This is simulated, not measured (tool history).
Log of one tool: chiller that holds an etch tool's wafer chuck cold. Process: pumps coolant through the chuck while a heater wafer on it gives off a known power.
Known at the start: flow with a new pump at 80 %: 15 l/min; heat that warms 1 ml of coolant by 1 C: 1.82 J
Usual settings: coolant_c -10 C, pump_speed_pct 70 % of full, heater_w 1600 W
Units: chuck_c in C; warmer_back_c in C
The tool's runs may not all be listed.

| run | hour | coolant_c | pump_speed_pct | heater_w | chuck_c | warmer_back_c |
|---|---|---|---|---|---|---|
| 1 | 0 | -10 | 70 | 1600 | 4 | 3.99 |
| 2 | 22.1 | -10 | 70 | 1600 | 3.9 | 4.01 |
| 3 | 48.6 | -10 | 70 | 1600 | 4 | 4.03 |
| 4 | 83.2 | -10 | 70 | 905 | -2.2 | 2.28 |
|  | 100.7 | chiller's thermometer calibrated |
| 5 | 115.1 | -10 | 70 | 905 | -1.8 | 2.29 |
| 6 | 153.8 | -14 | 70 | 1600 | 0.3 | 4 |
| 7 | 173.9 | -14 | 70 | 1600 | 0.5 | 4.03 |
| 8 | 199.5 | -14 | 70 | 1600 | 0.3 | 3.97 |
| 9 | 236.8 | -14 | 70 | 1600 | 0.5 | 4.05 |
| 10 | 269.1 | -10 | 70 | 1600 | 4.5 | 4.02 |
| 11 | 289.2 | -10 | 70 | 1600 | 4.3 | 4.01 |
| 12 | 306.7 | -10 | 70 | 1600 | 4.2 | 4.02 |
| 13 | 339.8 | -10 | 70 | 1600 | 4.5 | 4 |
| 14 | 367.7 | -10 | 71 | 1600 | 4.5 | 3.93 |
| 15 | 402.3 | -10 | 71 | 1600 | 4.3 | 3.95 |
| 16 | 432.4 | -10 | 71 | 1600 | 4.5 | 3.95 |
| 17 | 464.8 | -1 | 95 | 1600 | 10.6 | 2.99 |
| 18 | 491.7 | -9 | 72 | 2387 | 12.5 | 5.86 |
| 19 | 522.8 | -19 | 71 | 963 | -10.4 | 2.38 |
| 20 | 560.9 | -10 | 100 | 1600 | 1.1 | 2.88 |
| 21 | 593.6 | -1 | 61 | 1600 | 15.1 | 4.58 |
| 22 | 628.9 | -1 | 69 | 1136 | 9.5 | 2.87 |
| 23 | 660.7 | -6 | 88 | 2224 | 11.2 | 4.45 |
| 24 | 686.2 | -10 | 61 | 1600 | 6.1 | 4.63 |
| 25 | 712.8 | -4 | 85 | 2276 | 14.1 | 4.73 |
| 26 | 730.6 | -1 | 92 | 2276 | 16.1 | 4.39 |
| 27 | 767.6 | -18 | 70 | 1600 | -3.4 | 4.05 |
| 28 | 786.9 | -11 | 70 | 1600 | 3.7 | 4.11 |
| 29 | 821.5 | -5 | 85 | 1151 | 4.1 | 2.42 |
| 30 | 840 | -5 | 85 | 1151 | 4.1 | 2.38 |
| 31 | 860.7 | -5 | 85 | 1151 | 4.4 | 2.41 |
| 32 | 880.1 | -6 | 81 | 1151 | 3.6 | 2.49 |

Hidden state or all else? Some run-to-run changes of chuck_c, split into what the settings, what came in and random variation would give without the hidden state, and what is left for the hidden state (with any gauge scatter that isn't in both results):
The hidden state here: heat passed by the chuck's channels, % of clean ones'; flow at a given pump speed, % of a new pump's; coolant's true temperature over the reading, C; drift of the gauge itself on chuck_c, C; drift of the gauge itself on warmer_back_c, C.
Run 17 -> 18: coolant_c -1 -> -9, pump_speed_pct 95 -> 72, heater_w 1600 -> 2387. chuck_c +1.9 C: hidden state +1.2, all else +0.7.
Run 18 -> 19: coolant_c -9 -> -19, pump_speed_pct 72 -> 71, heater_w 2387 -> 963. chuck_c -22.9 C: hidden state -1.6, all else -21.3.
Run 20 -> 21: coolant_c -10 -> -1, pump_speed_pct 100 -> 61. chuck_c +14 C: hidden state +0.6, all else +13.4.
Run 22 -> 23: coolant_c -1 -> -6, pump_speed_pct 69 -> 88, heater_w 1136 -> 2224. chuck_c +1.7 C: hidden state +0.9, all else +0.8.
Run 26 -> 27: coolant_c -1 -> -18, pump_speed_pct 92 -> 70, heater_w 2276 -> 1600. chuck_c -19.5 C: hidden state -0.3, all else -19.2.
